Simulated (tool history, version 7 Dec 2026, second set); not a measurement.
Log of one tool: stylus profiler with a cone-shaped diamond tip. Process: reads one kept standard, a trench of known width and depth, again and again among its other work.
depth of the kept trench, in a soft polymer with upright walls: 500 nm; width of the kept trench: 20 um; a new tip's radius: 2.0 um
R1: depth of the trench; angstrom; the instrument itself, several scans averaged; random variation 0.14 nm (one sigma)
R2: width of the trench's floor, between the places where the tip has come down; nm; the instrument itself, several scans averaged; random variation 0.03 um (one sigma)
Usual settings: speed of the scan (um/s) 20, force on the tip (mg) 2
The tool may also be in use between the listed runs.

Run 1, hour 0: usual settings. Result: R1 5025.4 angstrom, R2 17210 nm.
Run 2, hour 43.4: usual settings. Result: R1 5029 angstrom, R2 17220 nm.
Run 3, hour 82.5: usual settings but force on the tip (mg) 3.11. Result: R1 5039.8 angstrom, R2 17280 nm.
Run 4, hour 154.5: usual settings but force on the tip (mg) 3.11. Result: R1 5037.6 angstrom, R2 17260 nm.
Run 5, hour 193.4: usual settings but force on the tip (mg) 3.11. Result: R1 5038.5 angstrom, R2 17270 nm.
Run 6, hour 230.7: usual settings but force on the tip (mg) 3.11. Result: R1 5037.4 angstrom, R2 17230 nm.
Run 7, hour 274: usual settings but force on the tip (mg) 3.11. Result: R1 5036.9 angstrom, R2 17270 nm.
Run 8, hour 340.8: usual settings. Result: R1 5027.2 angstrom, R2 17260 nm.
Run 9, hour 417.1: usual settings but force on the tip (mg) 4.67. Result: R1 5050.8 angstrom, R2 17260 nm.
Run 10, hour 477.4: usual settings but speed of the scan (um/s) 7, force on the tip (mg) 4.67. Result: R1 5049.1 angstrom, R2 17360 nm.
Run 11, hour 546.6: usual settings but speed of the scan (um/s) 7, force on the tip (mg) 4.67. Result: R1 5051.9 angstrom, R2 17370 nm.
Run 12, hour 599.8: usual settings. Result: R1 5027.8 angstrom, R2 17230 nm.
Run 13, hour 683.2: usual settings. Result: R1 5028.5 angstrom, R2 17220 nm.
Run 14, hour 765.2: usual settings. Result: R1 5027.7 angstrom, R2 17270 nm.
Run 15, hour 816: usual settings. Result: R1 5029.7 angstrom, R2 17240 nm.
Run 16, hour 893.6: usual settings. Result: R1 5030.4 angstrom, R2 17240 nm.
Run 17, hour 960.9: usual settings but speed of the scan (um/s) 23, force on the tip (mg) 1.77. Result: R1 5022.3 angstrom, R2 17220 nm.
Run 18, hour 997.5: usual settings but speed of the scan (um/s) 23, force on the tip (mg) 1.77. Result: R1 5029.6 angstrom, R2 17200 nm.
Run 19, hour 1046.4: usual settings but speed of the scan (um/s) 23, force on the tip (mg) 1.77. Result: R1 5023.9 angstrom, R2 17200 nm.
Run 20, hour 1118.2: usual settings but speed of the scan (um/s) 8. Result: R1 5026.4 angstrom, R2 17230 nm.
Run 21, hour 1189.8: usual settings but speed of the scan (um/s) 8. Result: R1 5028.9 angstrom, R2 17250 nm.
Run 22, hour 1260: usual settings but speed of the scan (um/s) 8. Result: R1 5027.6 angstrom, R2 17300 nm.
Run 23, hour 1313: usual settings but speed of the scan (um/s) 15, force on the tip (mg) 1.84. Result: R1 5022 angstrom, R2 17220 nm.
Run 24, hour 1394.4: usual settings but speed of the scan (um/s) 10, force on the tip (mg) 2.25. Result: R1 5033.2 angstrom, R2 17260 nm.
Run 25, hour 1449: usual settings but speed of the scan (um/s) 15, force on the tip (mg) 2.24. Result: R1 5032.1 angstrom, R2 17250 nm.
Run 26, hour 1502: usual settings but speed of the scan (um/s) 15, force on the tip (mg) 2.24. Result: R1 5026.7 angstrom, R2 17260 nm.
Run 27, hour 1551.9: usual settings but speed of the scan (um/s) 36, force on the tip (mg) 5.06. Result: R1 5052.4 angstrom, R2 17220 nm.
Run 28, hour 1608.9: usual settings but force on the tip (mg) 2.63. Result: R1 5034.5 angstrom, R2 17290 nm.
Run 29, hour 1650.7: usual settings but force on the tip (mg) 2.63. Result: R1 5033.2 angstrom, R2 17230 nm.
At hour 1660.7: height scale calibrated on a step standard.
Run 30, hour 1720.8: usual settings but speed of the scan (um/s) 12, force on the tip (mg) 3.46. Result: R1 5043.6 angstrom, R2 17240 nm.
Run 31, hour 1784.2: usual settings but speed of the scan (um/s) 12, force on the tip (mg) 3.46. Result: R1 5044 angstrom, R2 17250 nm.

3 ways to go on from here, each from the tool as it stands after run 31. What would each give?
Run A, hour 1843.7: usual settings but speed of the scan (um/s) 7, force on the tip (mg) 2.49. Result: R1 ?, R2 ?.
Run B, hour 1843.7: usual settings but speed of the scan (um/s) 58, force on the tip (mg) 3.46. Result: R1 ?, R2 ?.
Run C, hour 1843.7: usual settings but speed of the scan (um/s) 12, force on the tip (mg) 5.11. Result: R1 ?, R2 ?.

run      R1     R2
  A  5030.9  17270
  B    5043  17100
  C  5051.1  17280
Without the tool's hidden state the same runs would have given:
run      R1     R2
  A    5031  17290
  B    5043  17120
  C  5051.1  17300
